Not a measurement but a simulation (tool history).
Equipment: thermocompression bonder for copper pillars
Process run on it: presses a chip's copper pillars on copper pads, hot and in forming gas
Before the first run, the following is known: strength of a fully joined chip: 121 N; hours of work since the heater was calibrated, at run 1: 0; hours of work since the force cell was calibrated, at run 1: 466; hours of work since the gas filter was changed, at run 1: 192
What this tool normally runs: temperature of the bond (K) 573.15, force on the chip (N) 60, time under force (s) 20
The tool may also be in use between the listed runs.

run	hour	temperature of the bond (K)	force on the chip (N)	time under force (s)	hours of work since the heater was calibrated	hours of work since the force cell was calibrated	hours of work since the gas filter was changed	force that shears a chip off (N)
1	0.0	573.15	60	20	0	466	192	57.0
2	60.0	573.15	60	50	40	506	233	75.3
3	111.8	573.15	60	50	75	541	267	75.7
4	166.2	573.15	60	20	111	577	304	55.8
5	218.1	573.15	60	20	146	612	338	57.5
6	250.7	573.15	60	20	168	634	360	56.4
7	280.9	583.15	60	20	188	654	380	62.9
8	331.3	583.15	57	20	222	687	414	61.9
# hour 367.4: forming gas filter changed
9	391.5	583.15	81	20	262	727	16	78.7
10	434.9	583.15	81	20	291	756	45	77.4
11	487.2	583.15	81	20	326	791	80	76.4
12	550.7	583.15	81	20	368	834	123	78.2
13	595.5	583.15	81	20	398	864	153	76.6
14	629.8	583.15	81	20	421	887	176	76.1
15	670.7	583.15	81	20	448	914	203	76.4
16	711.7	583.15	81	20	476	942	230	76.8
17	739.1	573.15	60	20	494	960	249	57.6
18	800.1	573.15	60	20	535	1001	289	58.5
# hour 824.4: force cell calibrated
19	850.8	573.15	60	20	568	18	322	59.7
20	908.7	573.15	60	20	607	56	361	59.3
21	970.8	573.15	60	20	648	98	403	58.5
# hour 1023.3: forming gas filter changed
22	1031.5	573.15	60	49	688	138	6	84.0
23	1090.9	559.15	60	49	728	178	45	71.0
# hour 1095.8: heater calibrated with a thermocouple chip
24	1149.4	573.15	60	25	36	216	83	67.7
25	1196.8	573.15	60	16	68	247	115	59.6
26	1223.3	573.15	60	16	85	265	132	58.0
# hour 1249.2: heater calibrated with a thermocouple chip, once more
27	1253.3	566.15	44	16	3	284	151	39.2
28	1309.5	566.15	44	16	40	321	189	38.6
29	1343.4	589.15	66	12	63	344	211	60.4
30	1370.3	588.15	78	24	81	362	229	79.1
31	1433.0	577.15	75	19	123	404	271	66.1
32	1491.7	577.15	75	19	162	443	311	65.1
33	1549.0	557.15	40	20	201	482	349	34.6
34	1576.5	557.15	40	20	219	500	367	34.6
35	1640.7	557.15	40	20	262	543	410	33.9
36	1671.5	557.15	40	20	283	564	431	34.8
# hour 1684.2: forming gas filter changed
37	1710.8	563.15	48	36	308	590	18	58.3
38	1745.6	555.15	48	37	332	613	41	51.5
39	1779.3	602.15	73	10	354	635	64	71.7

4 options for the next run, each taken on its own from the tool as it stands now. Forecast them:
A	1838.3	590.15	53	10	394	675	103	?
B	1838.3	602.15	60	10	394	675	103	?
C	1838.3	562.15	83	15	394	675	103	?
D	1838.3	579.15	45	26	394	675	103	?

run	force that shears a chip off (N)
A	53.5
B	64.7
C	54.7
D	60.1
Without the tool's hidden state the same runs would have given:
run	force that shears a chip off (N)
A	54.7
B	66.1
C	55.7
D	61.3

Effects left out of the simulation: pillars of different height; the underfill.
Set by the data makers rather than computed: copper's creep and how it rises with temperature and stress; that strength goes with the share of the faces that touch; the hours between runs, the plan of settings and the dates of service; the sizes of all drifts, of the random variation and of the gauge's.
